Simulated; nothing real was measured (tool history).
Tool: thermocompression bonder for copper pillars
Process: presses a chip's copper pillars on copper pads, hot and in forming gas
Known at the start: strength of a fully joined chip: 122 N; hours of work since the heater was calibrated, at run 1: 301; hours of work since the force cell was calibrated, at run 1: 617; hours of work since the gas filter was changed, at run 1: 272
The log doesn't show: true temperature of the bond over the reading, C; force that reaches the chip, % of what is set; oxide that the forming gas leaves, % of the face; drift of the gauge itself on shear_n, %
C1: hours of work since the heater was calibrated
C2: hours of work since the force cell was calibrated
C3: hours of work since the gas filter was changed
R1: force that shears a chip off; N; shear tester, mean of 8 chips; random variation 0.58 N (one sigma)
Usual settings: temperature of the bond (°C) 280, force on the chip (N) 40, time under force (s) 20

run 1 day=0 | temperature_of_the_bond_(°C)=280 force_on_the_chip_(N)=40 time_under_force_(s)=20 | C1=301 C2=617 C3=272 | R1=51.1
-- day=0.375 forming gas filter changed
run 2 day=1.329 | temperature_of_the_bond_(°C)=280 force_on_the_chip_(N)=33 time_under_force_(s)=20 | C1=321 C2=637 C3=15 | R1=50.3
run 3 day=2.279 | temperature_of_the_bond_(°C)=280 force_on_the_chip_(N)=33 time_under_force_(s)=20 | C1=336 C2=652 C3=29 | R1=50.5
run 4 day=3.112 | temperature_of_the_bond_(°C)=280 force_on_the_chip_(N)=33 time_under_force_(s)=20 | C1=349 C2=665 C3=42 | R1=49.9
run 5 day=4.162 | temperature_of_the_bond_(°C)=280 force_on_the_chip_(N)=33 time_under_force_(s)=20 | C1=365 C2=681 C3=59 | R1=49.3
run 6 day=5.075 | temperature_of_the_bond_(°C)=280 force_on_the_chip_(N)=40 time_under_force_(s)=20 | C1=379 C2=695 C3=73 | R1=54.3
run 7 day=5.9 | temperature_of_the_bond_(°C)=280 force_on_the_chip_(N)=40 time_under_force_(s)=20 | C1=392 C2=708 C3=86 | R1=53.1
run 8 day=7.55 | temperature_of_the_bond_(°C)=280 force_on_the_chip_(N)=40 time_under_force_(s)=20 | C1=417 C2=733 C3=111 | R1=52.4
run 9 day=9.15 | temperature_of_the_bond_(°C)=280 force_on_the_chip_(N)=40 time_under_force_(s)=20 | C1=442 C2=758 C3=136 | R1=52.5
run 10 day=10.129 | temperature_of_the_bond_(°C)=280 force_on_the_chip_(N)=40 time_under_force_(s)=20 | C1=457 C2=773 C3=151 | R1=50.7
run 11 day=11.546 | temperature_of_the_bond_(°C)=280 force_on_the_chip_(N)=40 time_under_force_(s)=20 | C1=479 C2=795 C3=173 | R1=50.9
run 12 day=12.638 | temperature_of_the_bond_(°C)=280 force_on_the_chip_(N)=40 time_under_force_(s)=14 | C1=496 C2=812 C3=190 | R1=45.6
run 13 day=13.921 | temperature_of_the_bond_(°C)=280 force_on_the_chip_(N)=40 time_under_force_(s)=20 | C1=516 C2=832 C3=210 | R1=50.9
run 14 day=14.633 | temperature_of_the_bond_(°C)=280 force_on_the_chip_(N)=40 time_under_force_(s)=45 | C1=527 C2=843 C3=221 | R1=66.9
run 15 day=15.421 | temperature_of_the_bond_(°C)=280 force_on_the_chip_(N)=40 time_under_force_(s)=45 | C1=539 C2=855 C3=233 | R1=66.8
run 16 day=16.683 | temperature_of_the_bond_(°C)=280 force_on_the_chip_(N)=40 time_under_force_(s)=11 | C1=559 C2=875 C3=252 | R1=39.3
run 17 day=17.954 | temperature_of_the_bond_(°C)=254 force_on_the_chip_(N)=40 time_under_force_(s)=20 | C1=578 C2=894 C3=272 | R1=33
-- day=18.338 forming gas filter changed
run 18 day=18.996 | temperature_of_the_bond_(°C)=254 force_on_the_chip_(N)=40 time_under_force_(s)=25 | C1=594 C2=910 C3=10 | R1=39.8
run 19 day=19.679 | temperature_of_the_bond_(°C)=280 force_on_the_chip_(N)=40 time_under_force_(s)=20 | C1=605 C2=921 C3=21 | R1=53.4
run 20 day=21.171 | temperature_of_the_bond_(°C)=280 force_on_the_chip_(N)=40 time_under_force_(s)=20 | C1=628 C2=944 C3=44 | R1=52.9
run 21 day=21.958 | temperature_of_the_bond_(°C)=301 force_on_the_chip_(N)=40 time_under_force_(s)=20 | C1=640 C2=956 C3=56 | R1=68.2
run 22 day=23.179 | temperature_of_the_bond_(°C)=280 force_on_the_chip_(N)=40 time_under_force_(s)=19 | C1=659 C2=975 C3=75 | R1=51.6
run 23 day=24.758 | temperature_of_the_bond_(°C)=280 force_on_the_chip_(N)=40 time_under_force_(s)=19 | C1=683 C2=999 C3=99 | R1=50.2
run 24 day=26.112 | temperature_of_the_bond_(°C)=280 force_on_the_chip_(N)=51 time_under_force_(s)=13 | C1=704 C2=1020 C3=120 | R1=49.6
run 25 day=27.088 | temperature_of_the_bond_(°C)=280 force_on_the_chip_(N)=51 time_under_force_(s)=13 | C1=719 C2=1035 C3=135 | R1=50.1
run 26 day=28.638 | temperature_of_the_bond_(°C)=291 force_on_the_chip_(N)=40 time_under_force_(s)=36 | C1=743 C2=1059 C3=159 | R1=71.4
run 27 day=30.304 | temperature_of_the_bond_(°C)=288 force_on_the_chip_(N)=35 time_under_force_(s)=55 | C1=769 C2=1085 C3=185 | R1=72.8
run 28 day=31.008 | temperature_of_the_bond_(°C)=299 force_on_the_chip_(N)=54 time_under_force_(s)=29 | C1=780 C2=1096 C3=196 | R1=80.5
run 29 day=32.367 | temperature_of_the_bond_(°C)=307 force_on_the_chip_(N)=54 time_under_force_(s)=42 | C1=801 C2=1117 C3=217 | R1=90.4
-- day=33.142 heater calibrated with a thermocouple chip
run 30 day=33.396 | temperature_of_the_bond_(°C)=280 force_on_the_chip_(N)=44 time_under_force_(s)=15 | C1=4 C2=1132 C3=232 | R1=51
run 31 day=34.529 | temperature_of_the_bond_(°C)=280 force_on_the_chip_(N)=44 time_under_force_(s)=15 | C1=21 C2=1149 C3=249 | R1=51.3
run 32 day=36.208 | temperature_of_the_bond_(°C)=306 force_on_the_chip_(N)=40 time_under_force_(s)=20 | C1=47 C2=1175 C3=275 | R1=71.2
-- day=36.425 forming gas filter changed
run 33 day=36.925 | temperature_of_the_bond_(°C)=286 force_on_the_chip_(N)=54 time_under_force_(s)=14 | C1=58 C2=1186 C3=8 | R1=63.3
run 34 day=38.538 | temperature_of_the_bond_(°C)=286 force_on_the_chip_(N)=54 time_under_force_(s)=14 | C1=83 C2=1211 C3=33 | R1=63
run 35 day=39.317 | temperature_of_the_bond_(°C)=290 force_on_the_chip_(N)=30 time_under_force_(s)=20 | C1=95 C2=1223 C3=45 | R1=57.3
run 36 day=40.862 | temperature_of_the_bond_(°C)=290 force_on_the_chip_(N)=32 time_under_force_(s)=18 | C1=119 C2=1247 C3=69 | R1=56.4
run 37 day=42.104 | temperature_of_the_bond_(°C)=255 force_on_the_chip_(N)=32 time_under_force_(s)=49 | C1=138 C2=1266 C3=88 | R1=48.8
run 38 day=43.621 | temperature_of_the_bond_(°C)=255 force_on_the_chip_(N)=32 time_under_force_(s)=49 | C1=162 C2=1290 C3=111 | R1=47.5
run 39 day=44.533 | temperature_of_the_bond_(°C)=251 force_on_the_chip_(N)=35 time_under_force_(s)=20 | C1=176 C2=1304 C3=125 | R1=33.1
run 40 day=45.246 | temperature_of_the_bond_(°C)=306 force_on_the_chip_(N)=28 time_under_force_(s)=20 | C1=187 C2=1315 C3=136 | R1=64.7
run 41 day=46.883 | temperature_of_the_bond_(°C)=306 force_on_the_chip_(N)=28 time_under_force_(s)=20 | C1=212 C2=1340 C3=162 | R1=63.6

3 ways to go on from here, each from the tool as it stands after run 41. What would each give?
run A day=48.092 | temperature_of_the_bond_(°C)=264 force_on_the_chip_(N)=40 time_under_force_(s)=51 | C1=231 C2=1359 C3=181 | R1=?
run B day=48.092 | temperature_of_the_bond_(°C)=280 force_on_the_chip_(N)=40 time_under_force_(s)=14 | C1=231 C2=1359 C3=181 | R1=?
run C day=48.092 | temperature_of_the_bond_(°C)=274 force_on_the_chip_(N)=24 time_under_force_(s)=55 | C1=231 C2=1359 C3=181 | R1=?

run=A R1=59.8
run=B R1=48
run=C R1=56
Without the tool's hidden state the same runs would have given:
run=A R1=63.5
run=B R1=50.9
run=C R1=59.3
